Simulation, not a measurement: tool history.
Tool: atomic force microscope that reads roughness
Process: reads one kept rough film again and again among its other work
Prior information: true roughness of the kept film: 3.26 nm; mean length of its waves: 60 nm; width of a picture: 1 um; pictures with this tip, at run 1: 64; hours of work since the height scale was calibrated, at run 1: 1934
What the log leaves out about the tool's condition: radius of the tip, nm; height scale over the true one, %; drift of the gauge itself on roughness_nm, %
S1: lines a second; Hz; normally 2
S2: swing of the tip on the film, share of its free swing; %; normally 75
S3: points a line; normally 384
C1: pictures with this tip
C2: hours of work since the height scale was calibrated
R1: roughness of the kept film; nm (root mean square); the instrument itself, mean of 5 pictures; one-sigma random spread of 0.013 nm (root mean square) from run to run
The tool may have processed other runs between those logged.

Run 1, hour 0: usual settings; C1 64; C2 1934. Result: R1 2.884 nm (root mean square).
At hour 4.2: new tip fitted.
At hour 20.9: height scale calibrated on a step standard.
At hour 48.9: new tip fitted.
Run 2, hour 67.3: usual settings; C1 32; C2 32. Result: R1 3.032 nm (root mean square).
At hour 87.7: new tip fitted.
At hour 128.6: new tip fitted.
Run 3, hour 142.5: usual settings; C1 24; C2 84. Result: R1 3.076 nm (root mean square).
At hour 170.9: new tip fitted.
At hour 184.7: height scale calibrated on a step standard, once more.
At hour 216.4: new tip fitted.
Run 4, hour 221: usual settings; C1 8; C2 25. Result: R1 3.026 nm (root mean square).
At hour 258.8: new tip fitted.
Run 5, hour 276.8: usual settings; C1 31; C2 64. Result: R1 2.938 nm (root mean square).
At hour 297.8: new tip fitted.
At hour 337.2: new tip fitted.
Run 6, hour 352.1: usual settings; C1 25; C2 116. Result: R1 2.958 nm (root mean square).
At hour 378.8: new tip fitted.
At hour 419.4: new tip fitted.
Run 7, hour 433.1: usual settings; C1 23; C2 173. Result: R1 2.966 nm (root mean square).
At hour 459.3: new tip fitted.
Run 8, hour 469.5: usual settings; C1 17; C2 198. Result: R1 2.988 nm (root mean square).
At hour 500.1: new tip fitted.
Run 9, hour 517.2: usual settings; C1 29; C2 231. Result: R1 2.953 nm (root mean square).
At hour 542.9: new tip fitted.
At hour 583.9: new tip fitted.
Run 10, hour 588.5: usual settings; C1 8; C2 280. Result: R1 2.998 nm (root mean square).
At hour 624.2: new tip fitted.
At hour 665.3: new tip fitted.
Run 11, hour 668.8: usual settings but S3 269; C1 6; C2 336. Result: R1 3.045 nm (root mean square).
At hour 708.7: new tip fitted.
At hour 751.1: new tip fitted.
Run 12, hour 751.1: usual settings but S3 269; C1 0; C2 393. Result: R1 3.014 nm (root mean square).
At hour 795.5: new tip fitted.
Run 13, hour 832.2: usual settings but S3 269; C1 63; C2 450. Result: R1 2.881 nm (root mean square).
At hour 840.2: new tip fitted.
At hour 882.6: new tip fitted.
Run 14, hour 900.3: usual settings but S1 3.4 Hz, S2 79 %, S3 268; C1 30; C2 497. Result: R1 2.808 nm (root mean square).
At hour 926.2: new tip fitted.
Run 15, hour 956: usual settings but S1 3.4 Hz, S2 79 %, S3 880; C1 51; C2 536. Result: R1 2.768 nm (root mean square).
At hour 969.2: new tip fitted.
At hour 1009.7: new tip fitted.
Run 16, hour 1027.9: usual settings but S2 68 %; C1 32; C2 586. Result: R1 3.021 nm (root mean square).
At hour 1050.5: new tip fitted.
Run 17, hour 1085.5: usual settings but S2 68 %, S3 939; C1 59; C2 626. Result: R1 2.98 nm (root mean square).
At hour 1091.4: new tip fitted.
At hour 1134.2: new tip fitted.
Run 18, hour 1168.9: usual settings but S2 68 %, S3 297; C1 60; C2 684. Result: R1 2.937 nm (root mean square).
At hour 1176.1: new tip fitted.
At hour 1218.3: new tip fitted.
Run 19, hour 1218.6: usual settings but S2 68 %, S3 297; C1 0; C2 718. Result: R1 3.114 nm (root mean square).

Had the tool no unlogged condition, and each run kept its random variation, what would the results have been?
run     R1
  1  3.012
  2  3.047
  3  3.064
  4  3.045
  5  3.041
  6  3.015
  7  3.028
  8  3.035
  9  3.045
 10  3.007
 11  3.048
 12  3.002
 13  3.029
 14  2.866
 15  2.875
 16  3.084
 17  3.107
 18  3.078
 19  3.089
